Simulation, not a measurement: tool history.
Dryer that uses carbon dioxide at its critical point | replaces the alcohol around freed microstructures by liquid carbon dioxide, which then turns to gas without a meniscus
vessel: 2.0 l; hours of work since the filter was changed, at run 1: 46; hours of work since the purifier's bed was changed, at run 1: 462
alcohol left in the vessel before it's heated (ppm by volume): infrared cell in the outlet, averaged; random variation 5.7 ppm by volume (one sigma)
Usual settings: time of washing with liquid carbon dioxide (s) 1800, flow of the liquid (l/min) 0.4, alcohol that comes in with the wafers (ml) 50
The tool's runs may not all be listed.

| run | hour | time of washing with liquid carbon dioxide (s) | flow of the liquid (l/min) | alcohol that comes in with the wafers (ml) | hours of work since the filter was changed | hours of work since the purifier's bed was changed | alcohol left in the vessel before it's heated (ppm by volume) |
|---|---|---|---|---|---|---|---|
| 1 | 0 | 1800 | 0.4 | 50 | 46 | 462 | 266 |
| 2 | 28.8 | 1320 | 0.4 | 50 | 58 | 474 | 802 |
| 3 | 44.9 | 1800 | 0.4 | 26 | 65 | 481 | 192 |
| 4 | 64.8 | 1260 | 0.4 | 50 | 74 | 490 | 963 |
| 5 | 94.8 | 1920 | 0.4 | 50 | 87 | 503 | 235 |
| 6 | 110.1 | 1800 | 0.4 | 50 | 94 | 510 | 303 |
| 7 | 126.1 | 1800 | 0.4 | 50 | 101 | 517 | 291 |
| 8 | 141 | 1800 | 0.4 | 50 | 108 | 524 | 308 |
| 9 | 158.4 | 1800 | 0.4 | 50 | 115 | 531 | 317 |
| 10 | 183.9 | 1800 | 0.4 | 50 | 127 | 543 | 313 |
| 11 | 197.9 | 1800 | 0.4 | 50 | 133 | 549 | 332 |
| 12 | 227.2 | 2340 | 0.626 | 50 | 146 | 562 | 95 |
| 13 | 251.8 | 2580 | 0.626 | 30 | 156 | 572 | 98 |
| 14 | 278.6 | 1260 | 0.626 | 88 | 168 | 584 | 347 |
| 15 | 301.3 | 2760 | 0.444 | 90 | 178 | 594 | 120 |
| 16 | 330.2 | 2760 | 0.444 | 90 | 191 | 607 | 121 |
|  | 347.5 | purifier's bed changed |
| 17 | 352.7 | 2760 | 0.444 | 90 | 200 | 2 | 20 |
| 18 | 374.1 | 1800 | 0.502 | 50 | 209 | 12 | 78 |
| 19 | 398.6 | 1800 | 0.502 | 50 | 220 | 23 | 76 |

How the hidden state differs across the entries between the runs, from the last listed run before each to the first after it:
Between runs 16 and 17: purifier's bed changed (hour 347.5)
  flow that reaches the vessel past the clogged filter, %: 93.4 -> 93.1; alcohol in the recycled carbon dioxide, ppm: 101 -> 5.5
  measured less the result without the state, alcohol left in the vessel before it's heated (ppm by volume): +103 -> +9
